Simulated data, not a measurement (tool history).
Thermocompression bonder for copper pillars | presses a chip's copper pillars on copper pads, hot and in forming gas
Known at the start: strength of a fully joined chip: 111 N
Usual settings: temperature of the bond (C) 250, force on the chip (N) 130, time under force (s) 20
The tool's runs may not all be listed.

run,day,temperature of the bond (C),force on the chip (N),time under force (s),force that shears a chip off (N)
1,0,250,130,20,78.5
2,0.233,250,130,14,70.8
3,0.558,250,130,14,71.4
4,0.783,250,130,14,71.5
5,1.079,250,130,14,71
6,1.262,250,130,14,70.7
7,1.592,250,130,14,70.9
8,1.788,250,130,53,94.7
9,2.221,250,130,53,94.3
10,2.442,250,130,53,93.9
11,2.642,250,130,53,94.9
12,2.838,273,130,20,91.7
13,3.096,273,130,20,90.6
14,3.542,250,130,15,71.7
15,3.733,250,130,15,71.5
16,4.146,250,130,15,70.9
17,4.379,250,130,20,76.2
18,4.675,250,143,20,80.4
19,4.921,250,143,20,79.5
20,5.117,258,130,20,81.6
# day 5.175: gauge calibrated
21,5.308,258,130,20,83.3
22,5.55,258,130,20,84.1
23,5.829,258,118,47,94.8
24,6.158,251,97,29,75.3
25,6.392,251,86,27,68.4
26,6.621,251,86,27,68.6
27,7.046,254,126,40,91.4
28,7.371,248,121,11,61.8
29,7.8,227,131,38,73.2
30,8.088,227,131,38,73.1
31,8.392,227,131,38,72.9
32,8.679,272,153,29,99.1
33,9.079,258,97,18,69.2
# day 9.108: gauge calibrated
34,9.362,264,84,20,71.2
35,9.75,258,132,20,84.5
36,10.108,258,132,20,83.9
37,10.312,258,132,20,84.2
38,10.725,242,108,22,66.7
39,11.133,242,108,22,66.9
40,11.562,254,81,20,61.8
41,11.771,264,81,56,88.5

Forecast each of these 3 alternatives for the next run:
A,12.046,277,111,26,?
B,12.046,246,138,33,?
C,12.046,235,123,24,?

run,force that shears a chip off (N)
A,92.5
B,85.9
C,67.7
Without the tool's hidden state the same runs would have given:
run,force that shears a chip off (N)
A,94.2
B,87.4
C,68.9
